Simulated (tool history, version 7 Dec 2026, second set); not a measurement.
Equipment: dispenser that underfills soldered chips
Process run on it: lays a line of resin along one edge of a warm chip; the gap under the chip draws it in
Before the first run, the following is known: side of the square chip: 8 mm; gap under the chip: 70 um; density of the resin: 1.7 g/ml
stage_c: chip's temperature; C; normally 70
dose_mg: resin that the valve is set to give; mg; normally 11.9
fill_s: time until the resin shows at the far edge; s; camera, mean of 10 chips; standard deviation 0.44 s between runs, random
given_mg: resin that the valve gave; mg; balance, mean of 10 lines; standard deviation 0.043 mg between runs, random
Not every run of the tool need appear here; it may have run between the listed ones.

{"run": 1, "hour": 0.0, "stage_c": 70, "dose_mg": 11.9, "fill_s": 37, "given_mg": 11.39}
{"hour": 1.9, "done": "dispensing valve cleaned and set on the balance"}
{"hour": 11.7, "done": "new syringe of resin"}
{"run": 2, "hour": 12.6, "stage_c": 70, "dose_mg": 11.9, "fill_s": 34.4, "given_mg": 11.82}
{"run": 3, "hour": 19.0, "stage_c": 73, "dose_mg": 11.9, "fill_s": 36.3, "given_mg": 11.77}
{"hour": 24.6, "done": "new syringe of resin"}
{"run": 4, "hour": 29.6, "stage_c": 60, "dose_mg": 11.9, "fill_s": 54.3, "given_mg": 11.76}
{"hour": 37.5, "done": "new syringe of resin"}
{"run": 5, "hour": 41.2, "stage_c": 60, "dose_mg": 11.9, "fill_s": 51.7, "given_mg": 11.79}
{"run": 6, "hour": 46.4, "stage_c": 60, "dose_mg": 11.9, "fill_s": 57.1, "given_mg": 11.81}
{"hour": 50.3, "done": "new syringe of resin"}
{"run": 7, "hour": 52.2, "stage_c": 60, "dose_mg": 11.9, "fill_s": 49.7, "given_mg": 11.71}
{"run": 8, "hour": 57.0, "stage_c": 60, "dose_mg": 11.9, "fill_s": 55.5, "given_mg": 11.75}
{"hour": 64.0, "done": "new syringe of resin"}
{"run": 9, "hour": 68.1, "stage_c": 66, "dose_mg": 11.9, "fill_s": 44.6, "given_mg": 11.64}
{"run": 10, "hour": 74.7, "stage_c": 70, "dose_mg": 11.3, "fill_s": 43.7, "given_mg": 11.07}
{"hour": 77.6, "done": "new syringe of resin"}
{"run": 11, "hour": 81.9, "stage_c": 70, "dose_mg": 11.9, "fill_s": 36.9, "given_mg": 11.66}
{"hour": 90.8, "done": "new syringe of resin"}
{"run": 12, "hour": 91.1, "stage_c": 70, "dose_mg": 11.9, "fill_s": 34, "given_mg": 11.54}
{"run": 13, "hour": 99.5, "stage_c": 70, "dose_mg": 11.9, "fill_s": 42.7, "given_mg": 11.64}
{"hour": 103.7, "done": "new syringe of resin"}
{"run": 14, "hour": 109.7, "stage_c": 70, "dose_mg": 11.9, "fill_s": 39.3, "given_mg": 11.61}
{"run": 15, "hour": 114.5, "stage_c": 70, "dose_mg": 12.7, "fill_s": 43.6, "given_mg": 12.24}
{"hour": 117.0, "done": "new syringe of resin"}
{"run": 16, "hour": 121.5, "stage_c": 70, "dose_mg": 11.9, "fill_s": 38.8, "given_mg": 11.51}
{"run": 17, "hour": 127.6, "stage_c": 70, "dose_mg": 11.9, "fill_s": 43.9, "given_mg": 11.56}
{"hour": 130.3, "done": "new syringe of resin"}
{"run": 18, "hour": 134.9, "stage_c": 84, "dose_mg": 12.9, "fill_s": 23.2, "given_mg": 12.46}
{"hour": 143.3, "done": "new syringe of resin"}
{"run": 19, "hour": 146.3, "stage_c": 81, "dose_mg": 11.8, "fill_s": 26.2, "given_mg": 11.3}
{"run": 20, "hour": 152.6, "stage_c": 65, "dose_mg": 12.5, "fill_s": 51.9, "given_mg": 11.98}
{"hour": 156.1, "done": "new syringe of resin"}
{"run": 21, "hour": 163.7, "stage_c": 65, "dose_mg": 12.5, "fill_s": 48.2, "given_mg": 11.99}
{"hour": 169.5, "done": "new syringe of resin"}
{"run": 22, "hour": 174.2, "stage_c": 72, "dose_mg": 14, "fill_s": 35.6, "given_mg": 13.41}
{"hour": 176.1, "done": "dispensing valve cleaned and set on the balance"}
{"hour": 184.0, "done": "new syringe of resin"}
{"run": 23, "hour": 184.8, "stage_c": 70, "dose_mg": 14, "fill_s": 35.3, "given_mg": 14}
{"run": 24, "hour": 191.3, "stage_c": 73, "dose_mg": 13.6, "fill_s": 36.8, "given_mg": 13.59}
{"hour": 196.8, "done": "new syringe of resin"}
{"run": 25, "hour": 200.7, "stage_c": 78, "dose_mg": 14.6, "fill_s": 27.9, "given_mg": 14.54}
{"hour": 210.3, "done": "new syringe of resin"}
{"run": 26, "hour": 210.8, "stage_c": 79, "dose_mg": 12.8, "fill_s": 26, "given_mg": 12.77}
{"run": 27, "hour": 220.7, "stage_c": 79, "dose_mg": 12.8, "fill_s": 32.2, "given_mg": 12.7}
{"hour": 223.6, "done": "new syringe of resin"}
{"run": 28, "hour": 232.3, "stage_c": 72, "dose_mg": 10.5, "fill_s": 40.7, "given_mg": 10.4}
{"hour": 237.0, "done": "new syringe of resin"}
{"run": 29, "hour": 239.9, "stage_c": 72, "dose_mg": 10.5, "fill_s": 35.4, "given_mg": 10.32}
{"run": 30, "hour": 248.1, "stage_c": 72, "dose_mg": 10.5, "fill_s": 43.7, "given_mg": 10.38}
{"hour": 250.3, "done": "new syringe of resin"}
{"run": 31, "hour": 257.4, "stage_c": 62, "dose_mg": 13.4, "fill_s": 53.8, "given_mg": 13.18}
{"hour": 263.2, "done": "new syringe of resin"}
{"run": 32, "hour": 267.8, "stage_c": 81, "dose_mg": 14.1, "fill_s": 26.7, "given_mg": 13.83}
{"hour": 276.0, "done": "new syringe of resin"}
{"run": 33, "hour": 276.0, "stage_c": 59, "dose_mg": 13.5, "fill_s": 51.2, "given_mg": 13.27}
{"run": 34, "hour": 282.5, "stage_c": 59, "dose_mg": 13.5, "fill_s": 59.7, "given_mg": 13.16}

Below are 3 alternative next runs, each starting from the tool's condition after run 34. Predict each:
{"run": "A", "hour": 288.3, "stage_c": 65, "dose_mg": 14, "fill_s": "?", "given_mg": "?"}
{"run": "B", "hour": 288.3, "stage_c": 70, "dose_mg": 10.1, "fill_s": "?", "given_mg": "?"}
{"run": "C", "hour": 288.3, "stage_c": 61, "dose_mg": 11.7, "fill_s": "?", "given_mg": "?"}

run=A fill_s=56 given_mg=13.67
run=B fill_s=48.8 given_mg=9.9
run=C fill_s=64.9 given_mg=11.41
Without the tool's hidden state the same runs would have given:
run=A fill_s=37.9 given_mg=14.02
run=B fill_s=32.8 given_mg=10.15
run=C fill_s=43.6 given_mg=11.71
